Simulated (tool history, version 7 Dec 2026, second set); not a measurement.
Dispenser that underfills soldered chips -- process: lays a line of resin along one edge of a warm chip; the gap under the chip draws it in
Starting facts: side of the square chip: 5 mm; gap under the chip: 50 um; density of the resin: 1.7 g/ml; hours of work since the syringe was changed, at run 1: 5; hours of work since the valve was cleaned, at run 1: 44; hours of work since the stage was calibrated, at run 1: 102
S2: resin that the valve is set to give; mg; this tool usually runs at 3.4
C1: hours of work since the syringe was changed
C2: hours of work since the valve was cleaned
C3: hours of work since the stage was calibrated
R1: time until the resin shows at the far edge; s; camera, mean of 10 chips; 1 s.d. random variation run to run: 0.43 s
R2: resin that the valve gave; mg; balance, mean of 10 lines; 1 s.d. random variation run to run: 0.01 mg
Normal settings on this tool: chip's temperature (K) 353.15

{"run": 1, "hour": 0.0, "chip's temperature (K)": 353.15, "S2": 3.4, "C1": 5, "C2": 44, "C3": 102, "R1": 37.2, "R2": 3.285}
{"hour": 1.4, "done": "dispensing valve cleaned and set on the balance"}
{"run": 2, "hour": 5.7, "chip's temperature (K)": 353.15, "S2": 3.4, "C1": 8, "C2": 3, "C3": 105, "R1": 43.7, "R2": 3.372}
{"run": 3, "hour": 9.4, "chip's temperature (K)": 353.15, "S2": 3.4, "C1": 10, "C2": 5, "C3": 107, "R1": 48.2, "R2": 3.381}
{"hour": 12.3, "done": "new syringe of resin"}
{"run": 4, "hour": 13.8, "chip's temperature (K)": 353.15, "S2": 3.4, "C1": 1, "C2": 7, "C3": 110, "R1": 31.3, "R2": 3.37}
{"run": 5, "hour": 16.8, "chip's temperature (K)": 353.15, "S2": 3.4, "C1": 3, "C2": 9, "C3": 112, "R1": 34.5, "R2": 3.362}
{"run": 6, "hour": 21.6, "chip's temperature (K)": 353.15, "S2": 3.2, "C1": 6, "C2": 12, "C3": 115, "R1": 40.6, "R2": 3.156}
{"run": 7, "hour": 24.7, "chip's temperature (K)": 353.15, "S2": 3.2, "C1": 8, "C2": 14, "C3": 117, "R1": 43.6, "R2": 3.166}
{"run": 8, "hour": 28.3, "chip's temperature (K)": 353.15, "S2": 3.2, "C1": 10, "C2": 16, "C3": 119, "R1": 48.7, "R2": 3.179}
{"hour": 31.3, "done": "new syringe of resin"}
{"run": 9, "hour": 32.0, "chip's temperature (K)": 363.15, "S2": 3.4, "C1": 0, "C2": 18, "C3": 121, "R1": 19.3, "R2": 3.353}
{"run": 10, "hour": 35.7, "chip's temperature (K)": 353.15, "S2": 3.4, "C1": 3, "C2": 21, "C3": 123, "R1": 34.1, "R2": 3.345}
{"run": 11, "hour": 40.1, "chip's temperature (K)": 353.15, "S2": 3.4, "C1": 5, "C2": 23, "C3": 126, "R1": 38.4, "R2": 3.345}
{"run": 12, "hour": 42.2, "chip's temperature (K)": 356.15, "S2": 3.4, "C1": 7, "C2": 25, "C3": 127, "R1": 37, "R2": 3.316}
{"run": 13, "hour": 46.6, "chip's temperature (K)": 357.15, "S2": 3.96, "C1": 9, "C2": 27, "C3": 130, "R1": 39.8, "R2": 3.881}
{"hour": 50.4, "done": "new syringe of resin"}
{"run": 14, "hour": 51.1, "chip's temperature (K)": 357.15, "S2": 3.96, "C1": 0, "C2": 30, "C3": 132, "R1": 23.8, "R2": 3.858}
{"run": 15, "hour": 54.1, "chip's temperature (K)": 357.15, "S2": 3.96, "C1": 2, "C2": 32, "C3": 134, "R1": 26.5, "R2": 3.851}
{"run": 16, "hour": 57.8, "chip's temperature (K)": 356.15, "S2": 3.95, "C1": 5, "C2": 34, "C3": 136, "R1": 31.2, "R2": 3.825}
{"run": 17, "hour": 61.7, "chip's temperature (K)": 356.15, "S2": 3.95, "C1": 7, "C2": 36, "C3": 139, "R1": 34.5, "R2": 3.828}
{"run": 18, "hour": 65.2, "chip's temperature (K)": 356.15, "S2": 3.95, "C1": 9, "C2": 38, "C3": 141, "R1": 39.2, "R2": 3.82}
{"run": 19, "hour": 68.9, "chip's temperature (K)": 339.15, "S2": 3.85, "C1": 11, "C2": 41, "C3": 143, "R1": 98.4, "R2": 3.724}
{"hour": 69.5, "done": "new syringe of resin"}
{"run": 20, "hour": 71.8, "chip's temperature (K)": 339.15, "S2": 3.85, "C1": 1, "C2": 42, "C3": 145, "R1": 61.1, "R2": 3.711}
{"hour": 76.4, "done": "dispensing valve cleaned and set on the balance"}
{"run": 21, "hour": 77.4, "chip's temperature (K)": 343.15, "S2": 3.34, "C1": 4, "C2": 1, "C3": 148, "R1": 58.5, "R2": 3.329}
{"run": 22, "hour": 81.2, "chip's temperature (K)": 343.15, "S2": 3.34, "C1": 7, "C2": 3, "C3": 150, "R1": 65.5, "R2": 3.329}

What if the next run were any one of these 4? Each begins from the tool's condition after run 22:
{"run": "A", "hour": 85.2, "chip's temperature (K)": 368.15, "S2": 3.34, "C1": 9, "C2": 5, "C3": 152, "R1": "?", "R2": "?"}
{"run": "B", "hour": 85.2, "chip's temperature (K)": 341.15, "S2": 3.4, "C1": 9, "C2": 5, "C3": 152, "R1": "?", "R2": "?"}
{"run": "C", "hour": 85.2, "chip's temperature (K)": 341.15, "S2": 3, "C1": 9, "C2": 5, "C3": 152, "R1": "?", "R2": "?"}
{"run": "D", "hour": 85.2, "chip's temperature (K)": 353.15, "S2": 3.8, "C1": 9, "C2": 5, "C3": 152, "R1": "?", "R2": "?"}

run=A R1=24.2 R2=3.336
run=B R1=81.2 R2=3.377
run=C R1=83 R2=2.998
run=D R1=45.5 R2=3.792
Stripped of hidden state, with their random variation kept, the same runs would have yielded:
run=A R1=16.3 R2=3.35
run=B R1=54.6 R2=3.392
run=C R1=55.9 R2=3.011
run=D R1=30.5 R2=3.808
